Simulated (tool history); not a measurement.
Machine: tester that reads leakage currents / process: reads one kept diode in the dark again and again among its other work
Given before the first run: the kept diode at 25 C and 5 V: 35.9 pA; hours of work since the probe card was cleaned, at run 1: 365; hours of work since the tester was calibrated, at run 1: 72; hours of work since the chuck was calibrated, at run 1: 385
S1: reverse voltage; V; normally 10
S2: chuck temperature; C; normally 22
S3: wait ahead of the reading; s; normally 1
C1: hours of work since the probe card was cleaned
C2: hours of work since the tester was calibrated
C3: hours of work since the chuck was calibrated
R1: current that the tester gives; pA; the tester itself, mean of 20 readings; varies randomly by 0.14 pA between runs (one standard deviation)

run	day	S1	S2	S3	C1	C2	C3	R1
1	0	10	22	1	365	72	385	47.39
2	0.725	10	22	0.73	374	81	394	48.37
3	1.238	1.2	22	0.73	380	87	401	14.57
4	2.221	1.1	22	1	393	100	413	13.67
5	3.167	1.1	22	1	405	111	425	13.69
6	3.946	1.1	22	1	414	121	435	13.71
7	5.171	1.1	22	1	430	137	450	13.97
8	6.217	1.1	22	1	443	150	463	13.88
9	7.317	1.1	22	1	457	163	477	13.99
10	8.067	1.1	22	1	466	173	486	13.9
11	9.025	15.8	22	0.45	478	185	498	66.78
12	9.871	1.1	34	9.32	489	195	509	33.18
13	10.583	10	25	2.41	498	204	518	59.13
14	11.158	2.1	21	1.03	505	212	525	18.71
15	12.242	2.1	21	1.03	518	225	538	18.62
16	12.858	10	22	0.3	526	233	546	53.1
17	13.9	3.6	22	0.3	539	246	559	29.03
18	14.425	10	20	6.45	546	252	566	41.39

Alternative continuations, all from the tool just after run 18; predict every row:
A	15.629	13.4	21	1.99	561	268	581	?
B	15.629	7	59	1.17	561	268	581	?
C	15.629	10	20	1.54	561	268	581	?

run	R1
A	53.2
B	472.55
C	42.17
The same runs, with their run-to-run variation unchanged, on a tool lacking any hidden condition would have given:
run	R1
A	46.58
B	437.08
C	37
